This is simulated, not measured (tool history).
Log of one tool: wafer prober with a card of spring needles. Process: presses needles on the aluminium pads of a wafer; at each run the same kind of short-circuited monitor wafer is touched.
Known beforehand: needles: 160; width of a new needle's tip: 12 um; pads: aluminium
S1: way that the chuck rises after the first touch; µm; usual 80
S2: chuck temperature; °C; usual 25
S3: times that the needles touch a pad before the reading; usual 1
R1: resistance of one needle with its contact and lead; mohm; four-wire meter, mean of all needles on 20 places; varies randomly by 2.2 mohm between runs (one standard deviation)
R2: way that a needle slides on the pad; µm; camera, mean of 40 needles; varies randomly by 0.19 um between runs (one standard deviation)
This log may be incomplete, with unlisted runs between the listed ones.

run,day,S1,S2,S3,R1,R2
1,0,80,25,1,246,19.28
2,0.388,80,25,1,248,19.74
3,0.729,80,80,1,267,19.62
4,1.058,80,80,1,260,19.96
5,1.354,80,80,1,266,19.59
6,1.688,80,80,1,261,19.77
7,2.021,80,80,1,263,19.37
8,2.254,80,67,1,258,19.7
9,2.5,80,67,2,258,19.79
10,2.821,80,67,2,265,19.75
11,3.25,80,25,1,247,19.52
12,3.667,80,25,1,250,19.63
13,4.004,80,25,1,248,19.35
14,4.258,80,25,1,248,19.37
15,4.533,80,25,1,252,19.18
16,4.904,67,105,1,272,16.16
17,5.183,74,25,1,247,18.33
18,5.442,93,50,3,255,22.65
19,5.667,93,50,3,253,22.57
20,5.992,93,52,3,258,22.82
21,6.192,80,122,2,280,19.43
22,6.579,80,25,2,251,19.55
23,6.979,80,25,2,250,19.53
24,7.271,73,25,1,245,17.9
25,7.567,73,25,1,248,18.09
26,7.975,63,25,2,252,15.2
27,8.367,91,49,2,258,22.32
28,8.579,80,25,2,247,19.56
29,8.758,80,25,2,250,19.41
30,9.133,80,25,2,248,19.63

Taken out of this log: 49 entries between the listed runs. Where each belongs, and how the hidden state differs across it:
Between runs 1 and 2: tips cleaned on abrasive film (day 0.042); tips cleaned on abrasive film (day 0.217); tips cleaned on abrasive film (day 0.388)
  debris on the tips, nm: 1.8 -> 0.2; way that the needles fall short of the set height, um: 0.1 -> 0.11; tips' diameter, um: 12.03 -> 12.04
Between runs 2 and 3: tips cleaned on abrasive film (day 0.579)
  debris on the tips, nm: 0.2 -> 1.9
Between runs 3 and 4: tips cleaned on abrasive film (day 0.771); tips cleaned on abrasive film (day 0.967)
  debris on the tips, nm: 1.9 -> 1.4
Between runs 4 and 5: tips cleaned on abrasive film (day 1.167); tips cleaned on abrasive film (day 1.35)
  debris on the tips, nm: 1.4 -> 0.3; way that the needles fall short of the set height, um: 0.11 -> 0.12
Between runs 5 and 6: tips cleaned on abrasive film (day 1.55)
  debris on the tips, nm: 0.3 -> 1.7
Between runs 6 and 7: tips cleaned on abrasive film (day 1.729); tips cleaned on abrasive film (day 1.912)
  debris on the tips, nm: 1.7 -> 1.5; way that the needles fall short of the set height, um: 0.12 -> 0.13
Between runs 7 and 8: tips cleaned on abrasive film (day 2.112)
  debris on the tips, nm: 1.5 -> 1.9
Between runs 8 and 9: tips cleaned on abrasive film (day 2.296); tips cleaned on abrasive film (day 2.475)
  debris on the tips, nm: 1.9 -> 0.6; tips' diameter, um: 12.04 -> 12.05
Between runs 9 and 10: tips cleaned on abrasive film (day 2.679)
  debris on the tips, nm: 0.6 -> 1.8; way that the needles fall short of the set height, um: 0.13 -> 0.14
Between runs 10 and 11: tips cleaned on abrasive film (day 2.862); tips cleaned on abrasive film (day 3.058); tips cleaned on abrasive film (day 3.25)
  debris on the tips, nm: 1.8 -> 0.2
Between runs 11 and 12: tips cleaned on abrasive film (day 3.446); tips cleaned on abrasive film (day 3.625)
  debris on the tips, nm: 0.2 -> 0.8; way that the needles fall short of the set height, um: 0.14 -> 0.15
Between runs 12 and 13: tips cleaned on abrasive film (day 3.8); tips cleaned on abrasive film (day 4)
  debris on the tips, nm: 0.8 -> 0.2
Between runs 13 and 14: tips cleaned on abrasive film (day 4.183)
  debris on the tips, nm: 0.2 -> 1.2; way that the needles fall short of the set height, um: 0.15 -> 0.16; tips' diameter, um: 12.05 -> 12.06
Between runs 14 and 15: tips cleaned on abrasive film (day 4.367)
  debris on the tips, nm: 1.2 -> 2.1
Between runs 15 and 16: tips cleaned on abrasive film (day 4.575); tips cleaned on abrasive film (day 4.758)
  debris on the tips, nm: 2.1 -> 1.9; way that the needles fall short of the set height, um: 0.16 -> 0.17
Between runs 16 and 17: tips cleaned on abrasive film (day 4.942); tips cleaned on abrasive film (day 5.121)
  debris on the tips, nm: 1.9 -> 1
Between runs 17 and 18: tips cleaned on abrasive film (day 5.308)
  debris on the tips, nm: 1 -> 1.7
Between runs 18 and 19: tips cleaned on abrasive film (day 5.504)
  debris on the tips, nm: 1.7 -> 1.9; way that the needles fall short of the set height, um: 0.17 -> 0.18
Between runs 19 and 20: tips cleaned on abrasive film (day 5.708); tips cleaned on abrasive film (day 5.888)
  debris on the tips, nm: 1.9 -> 1.5
Between runs 20 and 21: tips cleaned on abrasive film (day 6.092)
  nothing in the hidden state changes from one run to the other
Between runs 21 and 22: tips cleaned on abrasive film (day 6.279); tips cleaned on abrasive film (day 6.471)
  way that the needles fall short of the set height, um: 0.18 -> 0.19; tips' diameter, um: 12.06 -> 12.07
Between runs 22 and 23: tips cleaned on abrasive film (day 6.667); tips cleaned on abrasive film (day 6.858)
  debris on the tips, nm: 1.5 -> 1.6
Between runs 23 and 24: tips cleaned on abrasive film (day 7.067); tips cleaned on abrasive film (day 7.267)
  debris on the tips, nm: 1.6 -> 0.1; way that the needles fall short of the set height, um: 0.19 -> 0.2
Between runs 24 and 25: tips cleaned on abrasive film (day 7.458)
  debris on the tips, nm: 0.1 -> 1.7
Between runs 25 and 26: tips cleaned on abrasive film (day 7.658); tips cleaned on abrasive film (day 7.838)
  debris on the tips, nm: 1.7 -> 1.8; way that the needles fall short of the set height, um: 0.2 -> 0.21
Between runs 26 and 27: tips cleaned on abrasive film (day 8.033); tips cleaned on abrasive film (day 8.217)
  debris on the tips, nm: 1.8 -> 2
Between runs 27 and 28: tips cleaned on abrasive film (day 8.392); tips cleaned on abrasive film (day 8.579)
  debris on the tips, nm: 2 -> 0.1; way that the needles fall short of the set height, um: 0.21 -> 0.22; tips' diameter, um: 12.07 -> 12.08
Between runs 28 and 29: tips cleaned on abrasive film (day 8.758)
  debris on the tips, nm: 0.1 -> 0.2
Between runs 29 and 30: tips cleaned on abrasive film (day 8.946); tips cleaned on abrasive film (day 9.125)
  debris on the tips, nm: 0.2 -> 0.3
